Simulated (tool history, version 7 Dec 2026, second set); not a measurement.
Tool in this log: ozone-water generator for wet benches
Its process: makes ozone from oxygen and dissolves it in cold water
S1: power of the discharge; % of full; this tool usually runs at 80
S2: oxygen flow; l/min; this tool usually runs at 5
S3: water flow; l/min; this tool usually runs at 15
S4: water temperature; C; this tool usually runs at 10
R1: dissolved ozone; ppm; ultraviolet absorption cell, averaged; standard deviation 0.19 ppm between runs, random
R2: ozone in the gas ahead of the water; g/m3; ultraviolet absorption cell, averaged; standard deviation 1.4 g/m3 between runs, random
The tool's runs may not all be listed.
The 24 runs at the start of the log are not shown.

run 25 day=42.954 | S1=43 S2=5 S3=15 S4=10 | R1=14.9 R2=154.8
run 26 day=44.912 | S1=83 S2=3.9 S3=15 S4=10 | R1=24.6 R2=291.2
run 27 day=46.483 | S1=93 S2=7.37 S3=15 S4=7 | R1=30.6 R2=245.9
run 28 day=48.129 | S1=72 S2=5 S3=15 S4=7 | R1=23.3 R2=234.8
run 29 day=50.612 | S1=72 S2=6 S3=10 S4=7 | R1=35.2 R2=217
run 30 day=51.833 | S1=59 S2=5 S3=16 S4=7 | R1=18.7 R2=199.7
run 31 day=53.225 | S1=67 S2=2.87 S3=17 S4=8 | R1=16.5 R2=275.8
run 32 day=55.775 | S1=67 S2=2.87 S3=17 S4=8 | R1=16.6 R2=275

Predict each of these 5 candidate next runs independently; none follows another, all start after run 32:
run A day=58.062 | S1=61 S2=5 S3=15 S4=10 | R1=? R2=?
run B day=58.062 | S1=80 S2=5 S3=15 S4=6 | R1=? R2=?
run C day=58.062 | S1=67 S2=7.26 S3=23 S4=8 | R1=? R2=?
run D day=58.062 | S1=41 S2=5 S3=15 S4=5 | R1=? R2=?
run E day=58.062 | S1=78 S2=5 S3=10 S4=10 | R1=? R2=?

run=A R1=19.6 R2=202.8
run=B R1=25.4 R2=252.4
run=C R1=14.2 R2=188
run=D R1=15.3 R2=148.1
run=E R1=35.5 R2=248.4
With the hidden condition removed and each run's random variation left untouched, the same runs would have given:
run=A R1=21.2 R2=206.7
run=B R1=27.7 R2=258.5
run=C R1=15.5 R2=192
run=D R1=16.4 R2=149.9
run=E R1=38.2 R2=254.3
